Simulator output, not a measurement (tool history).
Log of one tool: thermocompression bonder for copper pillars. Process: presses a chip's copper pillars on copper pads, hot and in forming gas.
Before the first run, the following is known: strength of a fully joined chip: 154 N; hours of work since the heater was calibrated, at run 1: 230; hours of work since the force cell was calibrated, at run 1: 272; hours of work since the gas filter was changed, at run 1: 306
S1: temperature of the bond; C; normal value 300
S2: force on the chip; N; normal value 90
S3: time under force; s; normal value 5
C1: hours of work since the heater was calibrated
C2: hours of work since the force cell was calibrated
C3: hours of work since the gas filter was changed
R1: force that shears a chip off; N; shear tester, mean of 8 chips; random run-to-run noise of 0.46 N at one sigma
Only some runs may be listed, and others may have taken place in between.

run   hour   S1  S2  S3   C1   C2   C3    R1
  1      0  300  90   5  230  272  306  75.1
  2     28  300  90   5  251  293  327  75.3
  3   47.8  300  90   5  266  308  342  74.4
  4   78.9  300  90   5  289  331  365  75.2
     109.8  -- forming gas filter changed
  5  111.2  300  90   5  313  355    1    75
  6  143.1  300  90   5  338  379   25    75
  7  159.2  300  90   3  350  392   37  62.6
  8  192.2  300  90   5  375  416   62  74.7
  9  214.1  300  90   5  391  433   79  75.3
 10  247.1  300  90   5  416  458  104  74.7
 11  269.6  300  90   5  433  475  121  75.1
 12  304.8  300  90   5  460  502  147  74.2
 13  329.6  300  90   3  478  520  166  62.5
 14  363.7  300  90   7  504  546  192    84
 15  394.4  300  90   7  527  569  215  84.4
 16  419.5  300  90   5  546  588  234  74.4
 17  441.5  298  90   5  563  605  250  73.9
 18    471  298  90   5  585  627  273  73.8
 19    503  298  90   5  609  651  297  72.8

Estimate the outcome of run 20 from the log above:
 20  525.9  298  90   5  626  668  314   ?

R1: 73.7 N
With the hidden condition absent and the run-to-run variation left alone, this run would have shown R1 73.8 N.
